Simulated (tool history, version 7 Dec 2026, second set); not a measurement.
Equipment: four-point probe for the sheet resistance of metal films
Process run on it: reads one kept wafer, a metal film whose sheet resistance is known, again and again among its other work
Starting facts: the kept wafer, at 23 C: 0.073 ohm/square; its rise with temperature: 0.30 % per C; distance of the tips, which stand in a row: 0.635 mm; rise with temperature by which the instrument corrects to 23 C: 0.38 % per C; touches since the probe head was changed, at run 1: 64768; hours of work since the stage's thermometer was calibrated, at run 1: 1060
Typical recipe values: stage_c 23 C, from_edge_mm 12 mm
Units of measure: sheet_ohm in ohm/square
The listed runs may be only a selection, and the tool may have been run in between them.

run,hour,stage_c,from_edge_mm,touches since the probe head was changed,hours of work since the stage's thermometer was calibrated,sheet_ohm
1,0,23,12,64768,1060,0.073119
2,111.3,23,12,67035,1107,0.073129
3,203,23,12,68904,1145,0.073152
4,264.4,33,12,70155,1171,0.072581
5,362.2,33,12,72149,1212,0.072574
6,449.2,33,12,73920,1249,0.072583
7,507.1,23,14,75101,1273,0.073125
8,609.7,23,14,77190,1316,0.073157
9,705,23,14,79132,1356,0.073162
10,775.6,23,12,80572,1386,0.07315
11,822.8,23,12,81533,1405,0.073158
12,874.3,23,12,82582,1427,0.073164
13,963.6,30,12,84402,1465,0.072795
14,1038.8,30,12,85934,1496,0.072776
15,1107.6,21,12,87336,1525,0.073333
16,1155.2,21,7,88305,1545,0.073537
17,1261.6,21,7,90474,1590,0.07353
# hour 1342.6: stage's thermometer calibrated
18,1371.6,23,6,92705,12,0.073623
19,1478.8,23,6,94888,57,0.073628
20,1576.8,23,6,96886,98,0.073632
21,1676.6,23,6,98918,140,0.073636
22,1775.8,23,6,100940,182,0.073635
23,1829.5,23,6,102033,204,0.073634
24,1899.6,34,16,103463,234,0.072645
25,1995.6,29,4,105419,274,0.073842
26,2057.3,20,9,106676,300,0.073576
27,2135.5,20,9,108269,333,0.073621
28,2235.2,20,9,110300,375,0.073618
29,2300.5,23,15,111631,402,0.073334
30,2383,23,73,113311,437,0.073264
31,2430.2,23,73,114274,457,0.073235
32,2477.6,24,71,115239,477,0.073181
33,2532.5,23,9,116357,500,0.073443
34,2629.4,23,9,118331,540,0.07343
35,2687.7,22,34,119519,565,0.073336
36,2788.9,25,5,121583,607,0.073779
37,2846.4,27,34,122754,632,0.073043
38,2951.7,27,34,124898,676,0.073027
39,2997.4,32,23,125830,695,0.072791
40,3077.9,31,50,127470,729,0.072818
41,3183.7,21,19,129626,773,0.073454
42,3269.7,21,19,131379,809,0.073444
43,3353.9,23,44,133093,845,0.073313
44,3441.4,23,44,134876,881,0.073294
45,3513.4,24,12,136343,912,0.073346

Below are 4 alternative next runs, each starting from the tool's condition after run 45. Predict each:
A,3576.8,26,12,137635,938,?
B,3576.8,24,10,137635,938,?
C,3576.8,32,51,137635,938,?
D,3576.8,25,12,137635,938,?

run,sheet_ohm
A,0.073243
B,0.073419
C,0.072799
D,0.073294
Take away the tool's hidden state, keep each run's random variation, and the runs would have read:
run,sheet_ohm
A,0.07293
B,0.073105
C,0.072487
D,0.072981

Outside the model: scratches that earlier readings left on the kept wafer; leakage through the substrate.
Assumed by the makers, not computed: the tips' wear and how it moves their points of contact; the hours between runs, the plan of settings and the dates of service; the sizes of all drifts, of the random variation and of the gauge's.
